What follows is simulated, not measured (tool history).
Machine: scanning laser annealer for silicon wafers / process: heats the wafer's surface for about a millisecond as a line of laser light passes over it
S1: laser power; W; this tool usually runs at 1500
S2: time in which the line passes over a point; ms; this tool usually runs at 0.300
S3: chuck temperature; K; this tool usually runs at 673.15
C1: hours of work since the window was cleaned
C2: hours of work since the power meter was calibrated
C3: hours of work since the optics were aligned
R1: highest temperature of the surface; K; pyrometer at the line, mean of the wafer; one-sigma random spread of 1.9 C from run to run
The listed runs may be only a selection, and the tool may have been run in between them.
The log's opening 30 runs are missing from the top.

run,day,S1,S2,S3,C1,C2,C3,R1
31,39.438,1359,0.234,635.15,140,1213,154,1239.15
32,40.871,1499,0.235,709.15,166,1238,179,1373.15
33,41.888,1499,0.310,652.15,183,1255,197,1411.15
34,42.912,1316,0.310,658.15,201,1273,215,1324.15
35,44.008,1482,0.359,683.15,221,1293,234,1484.15
36,44.796,1543,0.255,636.15,234,1306,248,1341.15
37,46.242,1543,0.282,673.15,260,1332,273,1410.15
38,47.842,1510,0.361,662.15,288,1360,301,1475.15
39,48.617,1510,0.361,662.15,301,1373,315,1474.15
40,49.629,1324,0.317,672.15,319,1391,333,1344.15

Below are 5 alternative next runs, each starting from the tool's condition after run 40. Predict each:
A,50.488,1596,0.352,696.15,334,1406,348,?
B,50.488,1360,0.262,702.15,334,1406,348,?
C,50.488,1432,0.300,705.15,334,1406,348,?
D,50.488,1550,0.375,662.15,334,1406,348,?
E,50.488,1594,0.300,673.15,334,1406,348,?

run,R1
A,1543.15
B,1330.15
C,1411.15
D,1507.15
E,1447.15
Without the tool's hidden state the same runs would have given:
run,R1
A,1577.15
B,1355.15
C,1440.15
D,1541.15
E,1479.15
